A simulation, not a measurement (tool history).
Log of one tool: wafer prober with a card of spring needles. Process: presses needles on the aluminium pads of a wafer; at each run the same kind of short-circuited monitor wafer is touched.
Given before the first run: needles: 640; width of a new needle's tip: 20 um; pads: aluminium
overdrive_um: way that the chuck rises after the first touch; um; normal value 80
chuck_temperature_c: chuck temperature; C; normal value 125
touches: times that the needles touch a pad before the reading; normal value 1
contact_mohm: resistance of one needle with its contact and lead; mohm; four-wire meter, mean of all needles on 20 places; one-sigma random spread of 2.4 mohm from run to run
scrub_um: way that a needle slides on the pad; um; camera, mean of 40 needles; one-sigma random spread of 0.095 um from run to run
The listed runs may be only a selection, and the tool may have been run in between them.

run,hour,overdrive_um,chuck_temperature_c,touches,contact_mohm,scrub_um
1,0.0,80,125,1,301,13.74
2,16.5,80,125,1,289,13.74
3,40.7,80,125,1,316,13.68
4,54.7,80,125,1,287,13.58
5,81.5,80,125,1,286,13.62
6,108.8,80,63,1,267,13.74
7,120.4,80,63,1,279,13.46
8,132.9,80,125,3,291,13.59
9,155.0,80,125,3,280,13.52
10,170.5,80,125,3,291,13.49
11,193.9,80,29,1,275,13.52
12,208.6,80,29,1,304,13.23
13,229.6,80,29,1,258,13.48
14,243.3,80,29,1,295,13.29
15,261.3,80,125,2,309,13.43
16,278.4,80,125,2,289,13.27
17,293.1,79,43,1,314,13.08
18,319.8,65,125,1,358,10.60
19,346.9,69,112,2,315,11.31
20,361.1,69,112,2,284,11.34
21,386.0,69,112,2,319,10.90
22,404.1,91,25,2,275,14.90
23,430.0,91,25,2,264,14.74
24,455.3,91,25,2,257,14.63
25,470.7,91,25,2,274,14.76
26,484.9,97,98,1,275,17.02
27,498.4,71,78,1,320,12.30
28,517.5,71,78,1,321,12.42
29,542.8,95,30,2,255,16.60
30,562.1,64,31,1,293,11.20

Missing from the log above: 62 entries noted between runs. For each, name the pair of listed runs it sits between and say how the tool's hidden condition differs from the listed run just before to the listed run just after:
Run 1 -> run 2: tips cleaned on abrasive film (hour 7.2); tips cleaned on abrasive film (hour 15.8)
  debris on the tips, nm: 59.6 -> 22.5; way that the needles fall short of the set height, um: 1.46 -> 1.63; tips' diameter, um: 20.51 -> 20.57
  measured less the result without the state, contact_mohm: +25 -> +10 mohm; scrub_um: -0.26 -> -0.29 um
Run 2 -> run 3: tips cleaned on abrasive film (hour 25.2); tips cleaned on abrasive film (hour 33.8)
  debris on the tips, nm: 22.5 -> 100; way that the needles fall short of the set height, um: 1.63 -> 1.79; tips' diameter, um: 20.57 -> 20.63
  measured less the result without the state, contact_mohm: +10 -> +42 mohm; scrub_um: -0.29 -> -0.31 um
Run 3 -> run 4: tips cleaned on abrasive film (hour 44.1); tips cleaned on abrasive film (hour 53.4)
  debris on the tips, nm: 100 -> 34.9; way that the needles fall short of the set height, um: 1.79 -> 1.93; tips' diameter, um: 20.63 -> 20.67
  measured less the result without the state, contact_mohm: +42 -> +16 mohm; scrub_um: -0.31 -> -0.34 um
Run 4 -> run 5: tips cleaned on abrasive film (hour 62.0); tips cleaned on abrasive film (hour 71.0); tips cleaned on abrasive film (hour 80.4)
  debris on the tips, nm: 34.9 -> 27.8; way that the needles fall short of the set height, um: 1.93 -> 2.19; tips' diameter, um: 20.67 -> 20.77
  measured less the result without the state, contact_mohm: +16 -> +13 mohm; scrub_um: -0.34 -> -0.38 um
Run 5 -> run 6: tips cleaned on abrasive film (hour 90.0); tips cleaned on abrasive film (hour 99.5); tips cleaned on abrasive film (hour 108.8)
  debris on the tips, nm: 27.8 -> 14.2; way that the needles fall short of the set height, um: 2.19 -> 2.43; tips' diameter, um: 20.77 -> 20.85
  measured less the result without the state, contact_mohm: +13 -> +8 mohm; scrub_um: -0.38 -> -0.43 um
Run 6 -> run 7: tips cleaned on abrasive film (hour 117.5)
  debris on the tips, nm: 14.2 -> 52.5; way that the needles fall short of the set height, um: 2.43 -> 2.52; tips' diameter, um: 20.85 -> 20.88
  measured less the result without the state, contact_mohm: +8 -> +25 mohm; scrub_um: -0.43 -> -0.44 um
Run 7 -> run 8: tips cleaned on abrasive film (hour 127.8)
  debris on the tips, nm: 52.5 -> 85.9; way that the needles fall short of the set height, um: 2.52 -> 2.58; tips' diameter, um: 20.88 -> 20.9
  measured less the result without the state, contact_mohm: +25 -> +15 mohm; scrub_um: -0.44 -> -0.46 um
Run 8 -> run 9: tips cleaned on abrasive film (hour 137.2); tips cleaned on abrasive film (hour 145.9); tips cleaned on abrasive film (hour 155.0)
  debris on the tips, nm: 85.9 -> 13.6; way that the needles fall short of the set height, um: 2.58 -> 2.85; tips' diameter, um: 20.9 -> 21
  measured less the result without the state, contact_mohm: +15 -> +4 mohm; scrub_um: -0.46 -> -0.50 um
Run 9 -> run 10: tips cleaned on abrasive film (hour 164.6)
  debris on the tips, nm: 13.6 -> 94; way that the needles fall short of the set height, um: 2.85 -> 2.94; tips' diameter, um: 21 -> 21.03
  measured less the result without the state, contact_mohm: +4 -> +17 mohm; scrub_um: -0.50 -> -0.52 um
Run 10 -> run 11: tips cleaned on abrasive film (hour 173.2); tips cleaned on abrasive film (hour 182.1); tips cleaned on abrasive film (hour 192.5)
  debris on the tips, nm: 94 -> 41.1; way that the needles fall short of the set height, um: 2.94 -> 3.2; tips' diameter, um: 21.03 -> 21.12
  measured less the result without the state, contact_mohm: +17 -> +23 mohm; scrub_um: -0.52 -> -0.56 um
Run 11 -> run 12: tips cleaned on abrasive film (hour 201.2)
  debris on the tips, nm: 41.1 -> 108.7; way that the needles fall short of the set height, um: 3.2 -> 3.31; tips' diameter, um: 21.12 -> 21.16
  measured less the result without the state, contact_mohm: +23 -> +57 mohm; scrub_um: -0.56 -> -0.57 um
Run 12 -> run 13: tips cleaned on abrasive film (hour 210.7); tips cleaned on abrasive film (hour 219.4); tips cleaned on abrasive film (hour 229.6)
  debris on the tips, nm: 108.7 -> 10.1; way that the needles fall short of the set height, um: 3.31 -> 3.55; tips' diameter, um: 21.16 -> 21.24
  measured less the result without the state, contact_mohm: +57 -> +7 mohm; scrub_um: -0.57 -> -0.62 um
Run 13 -> run 14: tips cleaned on abrasive film (hour 238.6)
  debris on the tips, nm: 10.1 -> 81.5; way that the needles fall short of the set height, um: 3.55 -> 3.61; tips' diameter, um: 21.24 -> 21.26
  measured less the result without the state, contact_mohm: +7 -> +45 mohm; scrub_um: -0.62 -> -0.63 um
Run 14 -> run 15: tips cleaned on abrasive film (hour 247.8); tips cleaned on abrasive film (hour 256.7)
  debris on the tips, nm: 81.5 -> 83.2; way that the needles fall short of the set height, um: 3.61 -> 3.79; tips' diameter, um: 21.26 -> 21.33
  measured less the result without the state, contact_mohm: +45 -> +26 mohm; scrub_um: -0.63 -> -0.66 um
Run 15 -> run 16: tips cleaned on abrasive film (hour 265.9); tips cleaned on abrasive film (hour 275.7)
  debris on the tips, nm: 83.2 -> 50.4; way that the needles fall short of the set height, um: 3.79 -> 3.94; tips' diameter, um: 21.33 -> 21.38
  measured less the result without the state, contact_mohm: +26 -> +17 mohm; scrub_um: -0.66 -> -0.69 um
Run 16 -> run 17: tips cleaned on abrasive film (hour 285.6)
  debris on the tips, nm: 50.4 -> 106.9; way that the needles fall short of the set height, um: 3.94 -> 4.03; tips' diameter, um: 21.38 -> 21.41
  measured less the result without the state, contact_mohm: +17 -> +60 mohm; scrub_um: -0.69 -> -0.70 um
Run 17 -> run 18: tips cleaned on abrasive film (hour 295.3); tips cleaned on abrasive film (hour 305.0); tips cleaned on abrasive film (hour 313.5)
  debris on the tips, nm: 106.9 -> 102.9; way that the needles fall short of the set height, um: 4.03 -> 4.25; tips' diameter, um: 21.41 -> 21.49
  measured less the result without the state, contact_mohm: +60 -> +75 mohm; scrub_um: -0.70 -> -0.74 um
Run 18 -> run 19: tips cleaned on abrasive film (hour 322.0); tips cleaned on abrasive film (hour 331.5); tips cleaned on abrasive film (hour 341.4)
  debris on the tips, nm: 102.9 -> 86.5; way that the needles fall short of the set height, um: 4.25 -> 4.52; tips' diameter, um: 21.49 -> 21.58
  measured less the result without the state, contact_mohm: +75 -> +37 mohm; scrub_um: -0.74 -> -0.79 um
Run 19 -> run 20: tips cleaned on abrasive film (hour 351.0); tips cleaned on abrasive film (hour 360.5)
  debris on the tips, nm: 86.5 -> 18.7; way that the needles fall short of the set height, um: 4.52 -> 4.65; tips' diameter, um: 21.58 -> 21.63
  measured less the result without the state, contact_mohm: +37 -> +12 mohm; scrub_um: -0.79 -> -0.81 um
Run 20 -> run 21: height of the first contact set anew (hour 363.4); tips cleaned on abrasive film (hour 370.7); tips cleaned on abrasive film (hour 380.2)
  debris on the tips, nm: 18.7 -> 91.6; way that the needles fall short of the set height, um: 4.65 -> 6.22; tips' diameter, um: 21.63 -> 21.69
  measured less the result without the state, contact_mohm: +12 -> +42 mohm; scrub_um: -0.81 -> -1.09 um
Run 21 -> run 22: tips cleaned on abrasive film (hour 390.1); tips cleaned on abrasive film (hour 399.3)
  debris on the tips, nm: 91.6 -> 84.2; way that the needles fall short of the set height, um: 6.22 -> 6.39; tips' diameter, um: 21.69 -> 21.75
  measured less the result without the state, contact_mohm: +42 -> +26 mohm; scrub_um: -1.09 -> -1.12 um
Run 22 -> run 23: tips cleaned on abrasive film (hour 407.8); tips cleaned on abrasive film (hour 417.6); tips cleaned on abrasive film (hour 426.3)
  debris on the tips, nm: 84.2 -> 71.3; way that the needles fall short of the set height, um: 6.39 -> 6.6; tips' diameter, um: 21.75 -> 21.82
  measured less the result without the state, contact_mohm: +26 -> +23 mohm; scrub_um: -1.12 -> -1.16 um
Run 23 -> run 24: tips cleaned on abrasive film (hour 436.1); tips cleaned on abrasive film (hour 445.0); tips cleaned on abrasive film (hour 453.6)
  debris on the tips, nm: 71.3 -> 42.6; way that the needles fall short of the set height, um: 6.6 -> 6.83; tips' diameter, um: 21.82 -> 21.9
  measured less the result without the state, contact_mohm: +23 -> +14 mohm; scrub_um: -1.16 -> -1.20 um
Run 24 -> run 25: tips cleaned on abrasive film (hour 463.4)
  debris on the tips, nm: 42.6 -> 109.4; way that the needles fall short of the set height, um: 6.83 -> 6.9; tips' diameter, um: 21.9 -> 21.93
  measured less the result without the state, contact_mohm: +14 -> +33 mohm; scrub_um: -1.20 -> -1.21 um
Run 25 -> run 26: height of the first contact set anew, once more (hour 472.9); tips cleaned on abrasive film (hour 473.0); tips cleaned on abrasive film (hour 483.2)
  debris on the tips, nm: 109.4 -> 38.6; way that the needles fall short of the set height, um: 6.9 -> 0.17; tips' diameter, um: 21.93 -> 21.98
  measured less the result without the state, contact_mohm: +33 -> +14 mohm; scrub_um: -1.21 -> -0.03 um
Run 26 -> run 27: tips cleaned on abrasive film (hour 492.4)
  debris on the tips, nm: 38.6 -> 90.3; way that the needles fall short of the set height, um: 0.17 -> 0.22; tips' diameter, um: 21.98 -> 22
  measured less the result without the state, contact_mohm: +14 -> +55 mohm; scrub_um: -0.03 -> -0.04 um
Run 27 -> run 28: tips cleaned on abrasive film (hour 502.4); tips cleaned on abrasive film (hour 512.1)
  debris on the tips, nm: 90.3 -> 96.4; way that the needles fall short of the set height, um: 0.22 -> 0.4; tips' diameter, um: 22 -> 22.07
  measured less the result without the state, contact_mohm: +55 -> +59 mohm; scrub_um: -0.04 -> -0.07 um
Run 28 -> run 29: tips cleaned on abrasive film (hour 521.7); tips cleaned on abrasive film (hour 531.5); tips cleaned on abrasive film (hour 540.9)
  debris on the tips, nm: 96.4 -> 44.2; way that the needles fall short of the set height, um: 0.4 -> 0.69; tips' diameter, um: 22.07 -> 22.17
  measured less the result without the state, contact_mohm: +59 -> +12 mohm; scrub_um: -0.07 -> -0.12 um
Run 29 -> run 30: tips cleaned on abrasive film (hour 550.2); tips cleaned on abrasive film (hour 559.3)
  debris on the tips, nm: 44.2 -> 54.5; way that the needles fall short of the set height, um: 0.69 -> 0.84; tips' diameter, um: 22.17 -> 22.22
  measured less the result without the state, contact_mohm: +12 -> +46 mohm; scrub_um: -0.12 -> -0.15 um
